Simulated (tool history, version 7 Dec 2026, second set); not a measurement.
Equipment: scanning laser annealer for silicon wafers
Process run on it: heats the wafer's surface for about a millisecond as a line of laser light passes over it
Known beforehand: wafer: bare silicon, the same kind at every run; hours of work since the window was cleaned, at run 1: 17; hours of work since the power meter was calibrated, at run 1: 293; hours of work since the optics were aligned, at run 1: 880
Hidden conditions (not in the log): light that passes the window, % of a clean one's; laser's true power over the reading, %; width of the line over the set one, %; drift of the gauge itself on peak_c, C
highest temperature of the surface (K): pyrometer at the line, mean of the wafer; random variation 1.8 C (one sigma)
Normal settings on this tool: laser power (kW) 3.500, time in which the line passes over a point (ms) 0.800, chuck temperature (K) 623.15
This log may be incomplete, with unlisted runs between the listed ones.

run   hour  laser power (kW)  time in which the line passes over a point (ms)  chuck temperature (K)  hours of work since the window was cleaned  hours of work since the power meter was calibrated  hours of work since the optics were aligned  highest temperature of the surface (K)
  1    0.0             3.500                                            0.800                 623.15                                          17                                                 293                                          880                                 1315.15
  2    8.1             3.500                                            0.800                 623.15                                          22                                                 298                                          885                                 1315.15
  3   24.4             3.500                                            0.800                 623.15                                          31                                                 307                                          894                                 1313.15
  4   41.6             3.500                                            0.800                 623.15                                          42                                                 318                                          905                                 1316.15
  5   59.1             3.500                                            0.800                 623.15                                          52                                                 328                                          915                                 1315.15
  6   76.9             3.500                                            0.800                 623.15                                          63                                                 339                                          926                                 1314.15
  7   95.4             3.500                                            0.637                 658.15                                          74                                                 350                                          937                                 1268.15
      99.9  -- laser's power meter calibrated
  8  108.1             3.108                                            0.870                 651.15                                          79                                                   5                                          942                                 1293.15
  9  121.6             3.318                                            0.569                 623.15                                          87                                                  13                                          950                                 1171.15
 10  138.8             3.318                                            0.569                 623.15                                          98                                                  23                                          961                                 1168.15
     143.3  -- laser's power meter calibrated, once more
 11  157.3             3.125                                            0.641                 631.15                                         107                                                   8                                          970                                 1178.15
 12  173.6             3.491                                            0.798                 655.15                                         117                                                  18                                          980                                 1340.15

Branching from run 12: 4 alternative next runs. What would each branch give?
  A  182.6             3.309                                            0.798                 655.15                                         122                                                  23                                          985                                       ?
  B  182.6             3.500                                            0.709                 623.15                                         122                                                  23                                          985                                       ?
  C  182.6             3.021                                            0.998                 588.15                                         122                                                  23                                          985                                       ?
  D  182.6             3.350                                            0.618                 612.15                                         122                                                  23                                          985                                       ?

run  highest temperature of the surface (K)
  A                                 1306.15
  B                                 1267.15
  C                                 1257.15
  D                                 1188.15
With no hidden state in the tool, these same runs would have given:
run  highest temperature of the surface (K)
  A                                 1319.15
  B                                 1280.15
  C                                 1271.15
  D                                 1200.15
